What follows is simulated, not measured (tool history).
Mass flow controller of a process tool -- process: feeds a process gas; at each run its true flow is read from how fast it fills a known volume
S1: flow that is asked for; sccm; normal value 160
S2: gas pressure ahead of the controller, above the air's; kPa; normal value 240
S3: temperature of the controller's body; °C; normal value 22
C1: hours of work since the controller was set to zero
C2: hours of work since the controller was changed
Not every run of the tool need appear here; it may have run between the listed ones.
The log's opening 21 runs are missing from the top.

run 22 hour=1992.0 | S1=130 S2=169 S3=29 | C1=2576 C2=2576 | true_flow_(%)=99.28
run 23 hour=2100.6 | S1=24 S2=240 S3=22 | C1=2628 C2=2628 | true_flow_(%)=98.42
run 24 hour=2204.1 | S1=112 S2=238 S3=30 | C1=2678 C2=2678 | true_flow_(%)=99.54
run 25 hour=2277.2 | S1=112 S2=238 S3=30 | C1=2714 C2=2714 | true_flow_(%)=99.47
run 26 hour=2397.4 | S1=112 S2=238 S3=30 | C1=2772 C2=2772 | true_flow_(%)=99.45
run 27 hour=2470.2 | S1=112 S2=238 S3=30 | C1=2807 C2=2807 | true_flow_(%)=99.47
run 28 hour=2569.1 | S1=143 S2=238 S3=30 | C1=2855 C2=2855 | true_flow_(%)=99.80
run 29 hour=2663.6 | S1=160 S2=240 S3=25 | C1=2901 C2=2901 | true_flow_(%)=99.89
run 30 hour=2720.0 | S1=143 S2=248 S3=22 | C1=2928 C2=2928 | true_flow_(%)=99.64
run 31 hour=2792.3 | S1=143 S2=248 S3=22 | C1=2963 C2=2963 | true_flow_(%)=99.64
run 32 hour=2890.1 | S1=109 S2=197 S3=28 | C1=3011 C2=3011 | true_flow_(%)=99.23
run 33 hour=2945.9 | S1=160 S2=152 S3=22 | C1=3038 C2=3038 | true_flow_(%)=99.21
run 34 hour=3023.5 | S1=160 S2=240 S3=28 | C1=3075 C2=3075 | true_flow_(%)=99.97
run 35 hour=3151.1 | S1=39 S2=246 S3=30 | C1=3137 C2=3137 | true_flow_(%)=98.86
run 36 hour=3275.8 | S1=39 S2=246 S3=30 | C1=3198 C2=3198 | true_flow_(%)=98.72

Here are 3 independent what-if runs from the current tool condition. What would each one return?
run A hour=3364.5 | S1=58 S2=240 S3=22 | C1=3241 C2=3241 | true_flow_(%)=?
run B hour=3364.5 | S1=85 S2=151 S3=23 | C1=3241 C2=3241 | true_flow_(%)=?
run C hour=3364.5 | S1=31 S2=153 S3=34 | C1=3241 C2=3241 | true_flow_(%)=?

run=A true_flow_(%)=98.69
run=B true_flow_(%)=98.53
run=C true_flow_(%)=98.33
Stripped of hidden state, with their random variation kept, the same runs would have yielded:
run=A true_flow_(%)=98.68
run=B true_flow_(%)=98.53
run=C true_flow_(%)=98.32
